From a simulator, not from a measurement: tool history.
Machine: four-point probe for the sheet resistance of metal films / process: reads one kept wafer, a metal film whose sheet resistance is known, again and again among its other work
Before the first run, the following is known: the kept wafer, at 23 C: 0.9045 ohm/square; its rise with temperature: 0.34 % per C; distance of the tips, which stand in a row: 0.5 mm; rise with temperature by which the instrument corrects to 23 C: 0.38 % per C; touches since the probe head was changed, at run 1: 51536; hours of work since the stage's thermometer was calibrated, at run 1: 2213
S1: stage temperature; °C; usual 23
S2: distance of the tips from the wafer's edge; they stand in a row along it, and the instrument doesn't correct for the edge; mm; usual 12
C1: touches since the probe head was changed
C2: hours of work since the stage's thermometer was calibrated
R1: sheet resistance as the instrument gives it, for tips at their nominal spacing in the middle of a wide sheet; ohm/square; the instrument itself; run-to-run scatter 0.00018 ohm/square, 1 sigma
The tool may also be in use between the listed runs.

run	hour	S1	S2	C1	C2	R1
1	0.0	23	12	51536	2213	0.898221
2	24.9	23	12	52427	2230	0.897923
3	46.2	23	12	53189	2245	0.898125
4	80.7	23	12	54426	2269	0.898029
5	127.2	23	12	56093	2301	0.897510
6	154.2	19	12	57059	2320	0.898979
7	194.2	19	11	58492	2347	0.899218
8	243.6	26	12	60260	2382	0.896243
9	279.2	26	12	61536	2406	0.896251
10	313.4	23	7	62760	2430	0.898907
11	353.9	28	7	64211	2458	0.896946
# hour 361.9: stage's thermometer calibrated
12	388.3	28	7	65424	18	0.899545
13	418.4	18	9	66503	39	0.901636
14	446.7	20	8	67517	59	0.901584
15	476.2	30	42	68571	79	0.895957
16	521.1	30	42	70182	110	0.895584
17	558.2	31	50	71511	136	0.895382

Predict each of these 4 candidate next runs independently; none follows another, all start after run 17:
A	590.4	24	45	72662	158	?
B	590.4	18	6	72662	158	?
C	590.4	20	12	72662	158	?
D	590.4	31	51	72662	158	?

run	R1
A	0.897671
B	0.903454
C	0.899974
D	0.895390
Stripped of hidden state, with their random variation kept, the same runs would have yielded:
run	R1
A	0.904166
B	0.909990
C	0.906486
D	0.901868
